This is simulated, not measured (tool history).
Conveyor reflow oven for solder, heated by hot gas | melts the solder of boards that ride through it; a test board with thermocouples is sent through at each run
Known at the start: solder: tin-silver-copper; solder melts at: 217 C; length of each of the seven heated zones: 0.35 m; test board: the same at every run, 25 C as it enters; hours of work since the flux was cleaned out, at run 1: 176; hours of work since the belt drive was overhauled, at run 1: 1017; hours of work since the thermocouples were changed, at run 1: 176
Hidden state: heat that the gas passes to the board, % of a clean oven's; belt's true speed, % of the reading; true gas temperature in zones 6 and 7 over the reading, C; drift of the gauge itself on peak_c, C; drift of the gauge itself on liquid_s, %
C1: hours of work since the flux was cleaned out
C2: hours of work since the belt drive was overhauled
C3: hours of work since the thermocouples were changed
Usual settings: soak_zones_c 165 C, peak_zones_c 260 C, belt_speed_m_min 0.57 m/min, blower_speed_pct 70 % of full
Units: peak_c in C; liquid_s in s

run 1 hour=0 | soak_zones_c=165 peak_zones_c=260 belt_speed_m_min=0.57 blower_speed_pct=70 | C1=176 C2=1017 C3=176 | peak_c=242.2 liquid_s=44.5
run 2 hour=67.7 | soak_zones_c=165 peak_zones_c=260 belt_speed_m_min=0.57 blower_speed_pct=70 | C1=206 C2=1047 C3=206 | peak_c=241.4 liquid_s=44.6
run 3 hour=110.9 | soak_zones_c=165 peak_zones_c=274 belt_speed_m_min=0.57 blower_speed_pct=70 | C1=225 C2=1066 C3=225 | peak_c=254.5 liquid_s=54.5
run 4 hour=168.9 | soak_zones_c=165 peak_zones_c=260 belt_speed_m_min=0.57 blower_speed_pct=70 | C1=250 C2=1091 C3=250 | peak_c=242.2 liquid_s=43.9
run 5 hour=248 | soak_zones_c=165 peak_zones_c=260 belt_speed_m_min=0.57 blower_speed_pct=70 | C1=285 C2=1126 C3=285 | peak_c=241.5 liquid_s=43.9
run 6 hour=314.3 | soak_zones_c=165 peak_zones_c=260 belt_speed_m_min=0.57 blower_speed_pct=70 | C1=314 C2=1155 C3=314 | peak_c=241.5 liquid_s=43.2
run 7 hour=410 | soak_zones_c=165 peak_zones_c=260 belt_speed_m_min=0.57 blower_speed_pct=70 | C1=356 C2=1197 C3=356 | peak_c=241.7 liquid_s=42.4
run 8 hour=469.2 | soak_zones_c=165 peak_zones_c=260 belt_speed_m_min=0.57 blower_speed_pct=70 | C1=382 C2=1223 C3=382 | peak_c=241 liquid_s=42.4
run 9 hour=553 | soak_zones_c=156 peak_zones_c=260 belt_speed_m_min=0.57 blower_speed_pct=70 | C1=419 C2=1260 C3=419 | peak_c=238.7 liquid_s=37.5
run 10 hour=639.5 | soak_zones_c=165 peak_zones_c=260 belt_speed_m_min=0.554 blower_speed_pct=70 | C1=457 C2=1298 C3=457 | peak_c=241.3 liquid_s=44
-- hour=652.1 flux residue cleaned out of gas plates and filters
run 11 hour=718.8 | soak_zones_c=150 peak_zones_c=257 belt_speed_m_min=0.57 blower_speed_pct=65 | C1=29 C2=1331 C3=489 | peak_c=231 liquid_s=25.4
run 12 hour=794.3 | soak_zones_c=160 peak_zones_c=255 belt_speed_m_min=0.57 blower_speed_pct=70 | C1=62 C2=1364 C3=523 | peak_c=232.6 liquid_s=30.8
run 13 hour=857.4 | soak_zones_c=165 peak_zones_c=253 belt_speed_m_min=0.613 blower_speed_pct=70 | C1=90 C2=1392 C3=550 | peak_c=229.4 liquid_s=23.5
-- hour=918.7 thermocouples of zones 6 and 7 changed
run 14 hour=918.7 | soak_zones_c=157 peak_zones_c=248 belt_speed_m_min=0.613 blower_speed_pct=70 | C1=116 C2=1418 C3=0 | peak_c=221.6 liquid_s=9.1
run 15 hour=1002.8 | soak_zones_c=157 peak_zones_c=248 belt_speed_m_min=0.613 blower_speed_pct=70 | C1=153 C2=1455 C3=37 | peak_c=221.4 liquid_s=9.3

The next listed run, before its measurement:
-- hour=1065.5 flux residue cleaned out of gas plates and filters, once more
run 16 hour=1104.7 | soak_zones_c=165 peak_zones_c=260 belt_speed_m_min=0.53 blower_speed_pct=84 | C1=17 C2=1497 C3=80 | peak_c=? liquid_s=?

{"run 16": {"peak_c": 249.6, "liquid_s": 58.1}}
Without the tool's hidden state the same run would have given peak_c 248.5 C, liquid_s 55.7 s.
